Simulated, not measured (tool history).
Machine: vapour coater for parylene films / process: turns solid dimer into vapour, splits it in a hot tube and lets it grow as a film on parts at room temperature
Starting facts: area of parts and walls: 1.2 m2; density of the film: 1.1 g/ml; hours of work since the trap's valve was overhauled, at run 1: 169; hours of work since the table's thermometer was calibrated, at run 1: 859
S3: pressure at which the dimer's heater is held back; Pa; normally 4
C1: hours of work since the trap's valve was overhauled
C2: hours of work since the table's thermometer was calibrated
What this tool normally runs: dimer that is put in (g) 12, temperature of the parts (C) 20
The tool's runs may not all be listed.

Run 1, hour 0: usual settings; C1 169; C2 859. Result: thickness of the film (µm) 5.91.
Run 2, hour 26.3: usual settings; C1 193; C2 882. Result: thickness of the film (µm) 5.88.
Run 3, hour 72.7: usual settings but temperature of the parts (C) 29; C1 234; C2 923. Result: thickness of the film (µm) 4.03.
Run 4, hour 103.2: usual settings but temperature of the parts (C) 16; C1 261; C2 950. Result: thickness of the film (µm) 7.
Run 5, hour 154.4: usual settings but S3 8.87 Pa; C1 306; C2 996. Result: thickness of the film (µm) 5.02.
Run 6, hour 184.5: usual settings; C1 333; C2 1022. Result: thickness of the film (µm) 5.79.
Run 7, hour 227.4: usual settings; C1 371; C2 1060. Result: thickness of the film (µm) 5.77.
Run 8, hour 254.6: usual settings; C1 395; C2 1085. Result: thickness of the film (µm) 5.7.
Run 9, hour 305: usual settings; C1 440; C2 1129. Result: thickness of the film (µm) 5.57.
At hour 319.5: trap's valve overhauled.
Run 10, hour 341.2: usual settings but S3 5.69 Pa; C1 19; C2 1158. Result: thickness of the film (µm) 5.82.
Run 11, hour 371.3: usual settings but S3 5.69 Pa; C1 46; C2 1185. Result: thickness of the film (µm) 5.88.
Run 12, hour 424.9: usual settings but S3 5.69 Pa; C1 94; C2 1232. Result: thickness of the film (µm) 5.78.
Run 13, hour 471: usual settings but S3 5.69 Pa; C1 135; C2 1273. Result: thickness of the film (µm) 5.69.
Run 14, hour 513.6: usual settings but S3 5.69 Pa; C1 172; C2 1311. Result: thickness of the film (µm) 5.53.
Run 15, hour 541.1: usual settings but S3 5.69 Pa; C1 197; C2 1335. Result: thickness of the film (µm) 5.64.
At hour 545.6: table's thermometer calibrated.
Run 16, hour 582.2: usual settings but dimer that is put in (g) 14, S3 5.69 Pa; C1 232; C2 32. Result: thickness of the film (µm) 6.57.
Run 17, hour 611.5: usual settings; C1 258; C2 59. Result: thickness of the film (µm) 5.84.
Run 18, hour 658.1: usual settings; C1 300; C2 100. Result: thickness of the film (µm) 5.97.
Run 19, hour 711.2: usual settings but S3 3.79 Pa; C1 347; C2 147. Result: thickness of the film (µm) 5.89.
Run 20, hour 734.5: usual settings but dimer that is put in (g) 11; C1 368; C2 168. Result: thickness of the film (µm) 5.34.
At hour 742.5: table's thermometer calibrated, once more.
Run 21, hour 777: usual settings but dimer that is put in (g) 11; C1 404; C2 31. Result: thickness of the film (µm) 5.08.
Run 22, hour 807.6: usual settings but dimer that is put in (g) 11, S3 2.57 Pa; C1 432; C2 58. Result: thickness of the film (µm) 5.34.
At hour 831.2: trap's valve overhauled.
Run 23, hour 849.6: usual settings but dimer that is put in (g) 11, S3 2.57 Pa; C1 16; C2 91. Result: thickness of the film (µm) 6.16.
Run 24, hour 894.4: usual settings but dimer that is put in (g) 11, S3 2.57 Pa; C1 56; C2 131. Result: thickness of the film (µm) 5.98.
Run 25, hour 926.5: usual settings but dimer that is put in (g) 11, S3 2.57 Pa; C1 85; C2 160. Result: thickness of the film (µm) 5.88.
Run 26, hour 950.1: usual settings but temperature of the parts (C) 17, S3 8.59 Pa; C1 106; C2 181. Result: thickness of the film (µm) 5.97.
Run 27, hour 986.1: usual settings but temperature of the parts (C) 13; C1 138; C2 213. Result: thickness of the film (µm) 8.
Run 28, hour 1017: usual settings but temperature of the parts (C) 13; C1 165; C2 240. Result: thickness of the film (µm) 7.94.
Run 29, hour 1038.9: usual settings but temperature of the parts (C) 13; C1 184; C2 260. Result: thickness of the film (µm) 7.97.
Run 30, hour 1072: usual settings but dimer that is put in (g) 19, temperature of the parts (C) 15; C1 214; C2 289. Result: thickness of the film (µm) 11.67.
Run 31, hour 1108.5: usual settings but dimer that is put in (g) 11, temperature of the parts (C) 19, S3 2.66 Pa; C1 246; C2 321. Result: thickness of the film (µm) 5.97.
Run 32, hour 1157: usual settings but dimer that is put in (g) 11, temperature of the parts (C) 19, S3 2.66 Pa; C1 289; C2 364. Result: thickness of the film (µm) 5.93.
Run 33, hour 1181.2: usual settings but dimer that is put in (g) 11, temperature of the parts (C) 19, S3 2.66 Pa; C1 311; C2 386. Result: thickness of the film (µm) 5.87.
Run 34, hour 1203.7: usual settings but dimer that is put in (g) 11, temperature of the parts (C) 19, S3 2.66 Pa; C1 331; C2 406. Result: thickness of the film (µm) 5.88.
Run 35, hour 1226.1: usual settings but temperature of the parts (C) 28; C1 351; C2 426. Result: thickness of the film (µm) 4.13.
Run 36, hour 1259.5: usual settings but dimer that is put in (g) 17, temperature of the parts (C) 28, S3 2.5 Pa; C1 380; C2 455. Result: thickness of the film (µm) 6.13.
Run 37, hour 1312.4: usual settings but dimer that is put in (g) 7, temperature of the parts (C) 16, S3 2.24 Pa; C1 427; C2 502. Result: thickness of the film (µm) 4.27.
At hour 1343.3: trap's valve overhauled.
Run 38, hour 1350.2: usual settings but dimer that is put in (g) 9, S3 9.18 Pa; C1 6; C2 532. Result: thickness of the film (µm) 4.07.
Run 39, hour 1389.6: usual settings but dimer that is put in (g) 13, temperature of the parts (C) 14, S3 2.71 Pa; C1 41; C2 567. Result: thickness of the film (µm) 9.08.
Run 40, hour 1419.9: usual settings but dimer that is put in (g) 13, temperature of the parts (C) 14, S3 2.71 Pa; C1 68; C2 594. Result: thickness of the film (µm) 9.18.
Run 41, hour 1458.5: usual settings but S3 2.39 Pa; C1 102; C2 629. Result: thickness of the film (µm) 6.58.
Run 42, hour 1490.3: usual settings but dimer that is put in (g) 15, temperature of the parts (C) 31, S3 2.39 Pa; C1 131; C2 657. Result: thickness of the film (µm) 5.11.
Run 43, hour 1520.8: usual settings but dimer that is put in (g) 15, temperature of the parts (C) 31, S3 2.39 Pa; C1 158; C2 684. Result: thickness of the film (µm) 5.14.
Run 44, hour 1555: usual settings but dimer that is put in (g) 15, temperature of the parts (C) 31, S3 2.39 Pa; C1 188; C2 714. Result: thickness of the film (µm) 5.14.
Run 45, hour 1586.5: usual settings but dimer that is put in (g) 15, temperature of the parts (C) 31, S3 2.39 Pa; C1 216; C2 742. Result: thickness of the film (µm) 5.14.
Run 46, hour 1629.6: usual settings but temperature of the parts (C) 18, S3 6.88 Pa; C1 254; C2 780. Result: thickness of the film (µm) 5.86.
Run 47, hour 1672.7: usual settings but dimer that is put in (g) 19, temperature of the parts (C) 23; C1 292; C2 819. Result: thickness of the film (µm) 8.28.

Hidden state or all else? Some run-to-run changes of thickness of the film (µm), split into what the settings, what came in and random variation would give without the hidden state, and what is left for the hidden state (with any gauge scatter that isn't in both results):
Unlogged tool condition in this case: vapour lost through the trap's worn valve, %; true temperature of the parts over the reading, C; drift of the gauge itself on film_um, %.
Run 9 -> 10: S3 4 -> 5.69, trap's valve overhauled. thickness of the film (µm) +0.25: hidden state +0.58, all else -0.33.
Run 22 -> 23: trap's valve overhauled. thickness of the film (µm) +0.82: hidden state +0.59, all else +0.23.
Run 29 -> 30: dimer that is put in (g) 12 -> 19, temperature of the parts (C) 13 -> 15. thickness of the film (µm) +3.7: hidden state -0.24, all else +3.94.
Run 30 -> 31: dimer that is put in (g) 19 -> 11, temperature of the parts (C) 15 -> 19, S3 4 -> 2.66. thickness of the film (µm) -5.7: hidden state +0.23, all else -5.93.
Run 37 -> 38: dimer that is put in (g) 7 -> 9, temperature of the parts (C) 16 -> 20, S3 2.24 -> 9.18, trap's valve overhauled. thickness of the film (µm) -0.2: hidden state +0.46, all else -0.66.
Run 38 -> 39: dimer that is put in (g) 9 -> 13, temperature of the parts (C) 20 -> 14, S3 9.18 -> 2.71. thickness of the film (µm) +5.01: hidden state +0, all else +5.01.
